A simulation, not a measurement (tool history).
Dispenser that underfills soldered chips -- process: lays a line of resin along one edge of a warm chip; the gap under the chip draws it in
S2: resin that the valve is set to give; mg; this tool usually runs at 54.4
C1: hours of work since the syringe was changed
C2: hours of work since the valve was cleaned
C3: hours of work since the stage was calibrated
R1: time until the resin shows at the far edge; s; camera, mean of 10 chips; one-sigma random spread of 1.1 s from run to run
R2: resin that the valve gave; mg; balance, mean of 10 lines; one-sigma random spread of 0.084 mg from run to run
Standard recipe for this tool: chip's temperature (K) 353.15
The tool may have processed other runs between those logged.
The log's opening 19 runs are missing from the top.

{"run": 20, "hour": 87.2, "chip's temperature (K)": 348.15, "S2": 50.6, "C1": 11, "C2": 4, "C3": 80, "R1": 231.3, "R2": 50.48}
{"hour": 89.2, "done": "new syringe of resin"}
{"run": 21, "hour": 90.8, "chip's temperature (K)": 348.15, "S2": 50.6, "C1": 1, "C2": 6, "C3": 83, "R1": 137.2, "R2": 50.28}
{"run": 22, "hour": 93.5, "chip's temperature (K)": 353.15, "S2": 64.7, "C1": 3, "C2": 7, "C3": 84, "R1": 120.7, "R2": 64.41}
{"run": 23, "hour": 97.1, "chip's temperature (K)": 353.15, "S2": 70.3, "C1": 5, "C2": 10, "C3": 87, "R1": 136.8, "R2": 69.93}
{"run": 24, "hour": 102.2, "chip's temperature (K)": 353.15, "S2": 68, "C1": 9, "C2": 13, "C3": 90, "R1": 165.8, "R2": 67.54}
{"run": 25, "hour": 106.4, "chip's temperature (K)": 353.15, "S2": 68, "C1": 11, "C2": 16, "C3": 93, "R1": 190.7, "R2": 67.43}
{"hour": 107.4, "done": "new syringe of resin"}
{"run": 26, "hour": 112.6, "chip's temperature (K)": 346.15, "S2": 57.6, "C1": 3, "C2": 20, "C3": 97, "R1": 171.5, "R2": 56.96}
{"run": 27, "hour": 117.3, "chip's temperature (K)": 339.15, "S2": 57.6, "C1": 6, "C2": 23, "C3": 100, "R1": 277, "R2": 56.97}
{"run": 28, "hour": 123.3, "chip's temperature (K)": 339.15, "S2": 57.6, "C1": 10, "C2": 27, "C3": 104, "R1": 343.8, "R2": 56.88}
{"hour": 125.8, "done": "new syringe of resin"}
{"run": 29, "hour": 128.6, "chip's temperature (K)": 340.15, "S2": 56.2, "C1": 2, "C2": 30, "C3": 107, "R1": 201.8, "R2": 55.38}
{"run": 30, "hour": 132.4, "chip's temperature (K)": 340.15, "S2": 56.2, "C1": 4, "C2": 33, "C3": 109, "R1": 229.9, "R2": 55.21}
{"run": 31, "hour": 137.0, "chip's temperature (K)": 345.15, "S2": 59.5, "C1": 7, "C2": 36, "C3": 112, "R1": 219.9, "R2": 58.62}
{"run": 32, "hour": 140.8, "chip's temperature (K)": 345.15, "S2": 59.5, "C1": 10, "C2": 38, "C3": 115, "R1": 252.7, "R2": 58.43}
{"hour": 144.0, "done": "new syringe of resin"}
{"run": 33, "hour": 147.3, "chip's temperature (K)": 367.15, "S2": 50.9, "C1": 2, "C2": 42, "C3": 119, "R1": 71, "R2": 50.03}
{"run": 34, "hour": 152.8, "chip's temperature (K)": 367.15, "S2": 50.9, "C1": 6, "C2": 46, "C3": 123, "R1": 86, "R2": 49.84}
{"run": 35, "hour": 156.4, "chip's temperature (K)": 360.15, "S2": 57.5, "C1": 8, "C2": 48, "C3": 125, "R1": 128.4, "R2": 56.3}

Here are 4 independent what-if runs from the current tool condition. What would each one return?
{"hour": 162.3, "done": "new syringe of resin"}
{"run": "A", "hour": 162.5, "chip's temperature (K)": 360.15, "S2": 65.1, "C1": 0, "C2": 52, "C3": 129, "R1": "?", "R2": "?"}
{"hour": 162.3, "done": "new syringe of resin"}
{"run": "B", "hour": 162.5, "chip's temperature (K)": 340.15, "S2": 56.5, "C1": 0, "C2": 52, "C3": 129, "R1": "?", "R2": "?"}
{"hour": 162.3, "done": "new syringe of resin"}
{"run": "C", "hour": 162.5, "chip's temperature (K)": 352.15, "S2": 48, "C1": 0, "C2": 52, "C3": 129, "R1": "?", "R2": "?"}
{"hour": 162.3, "done": "new syringe of resin"}
{"run": "D", "hour": 162.5, "chip's temperature (K)": 348.15, "S2": 60, "C1": 0, "C2": 52, "C3": 129, "R1": "?", "R2": "?"}

run=A R1=77.7 R2=63.58
run=B R1=180.3 R2=55.38
run=C R1=112.4 R2=46.87
run=D R1=127.1 R2=58.7
Without the tool's unlogged condition, the same runs would have read:
run=A R1=76.6 R2=65.06
run=B R1=177.1 R2=56.67
run=C R1=110.2 R2=47.96
run=D R1=125.1 R2=60.07
